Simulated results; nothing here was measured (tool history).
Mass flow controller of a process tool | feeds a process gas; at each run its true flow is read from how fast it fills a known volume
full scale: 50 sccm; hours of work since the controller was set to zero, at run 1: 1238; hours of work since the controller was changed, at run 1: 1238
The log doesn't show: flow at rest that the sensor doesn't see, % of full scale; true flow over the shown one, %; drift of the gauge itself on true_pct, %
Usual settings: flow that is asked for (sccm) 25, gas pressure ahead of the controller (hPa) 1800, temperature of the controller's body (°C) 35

run	hour	flow that is asked for (sccm)	gas pressure ahead of the controller (hPa)	temperature of the controller's body (°C)	hours of work since the controller was set to zero	hours of work since the controller was changed	true flow (%)
1	0	25	1800	35	1238	1238	99.34
2	143.7	25	1800	35	1287	1287	99.49
3	452.1	25	1800	35	1393	1393	99.49
4	592.8	25	1800	35	1441	1441	99.49
5	911.1	44	1800	35	1550	1550	99.95
6	1060.9	44	1800	35	1601	1601	99.95
7	1336.9	25	1800	35	1695	1695	99.57
8	1565	25	1800	35	1773	1773	99.42
9	1873	33	1800	35	1878	1878	99.58
# hour 1889.7: controller's zero set anew
10	2173.8	33	1800	35	97	1981	99.61
11	2412.5	33	1570	35	179	2062	99.56
12	2660.3	18	1620	33	263	2147	99.17
13	2925.7	18	1620	33	354	2238	99.03
# hour 3126.5: controller's zero set anew, once more
14	3204.3	18	1680	35	27	2333	99.86
15	3485.2	17	1790	31	123	2429	99.84
16	3816.8	13	1790	31	236	2542	99.59
17	4122.4	7	1730	32	340	2646	99.35
18	4431.2	17	1730	24	446	2752	100.12
19	4719	8	1730	22	544	2850	99.89
20	4967.4	25	2500	35	629	2935	99.61
21	5210.8	25	1420	40	712	3018	99.73
22	5557.5	15	1800	28	831	3137	99.78

Forecast each of these 4 alternatives for the next run:
A	5803.3	24	1470	21	915	3221	?
B	5803.3	17	1530	28	915	3221	?
C	5803.3	29	1790	28	915	3221	?
D	5803.3	33	2090	26	915	3221	?

run	true flow (%)
A	100.38
B	99.87
C	100.15
D	100.19
Without the tool's hidden state the same runs would have given:
run	true flow (%)
A	99.88
B	99.45
C	99.61
D	99.63

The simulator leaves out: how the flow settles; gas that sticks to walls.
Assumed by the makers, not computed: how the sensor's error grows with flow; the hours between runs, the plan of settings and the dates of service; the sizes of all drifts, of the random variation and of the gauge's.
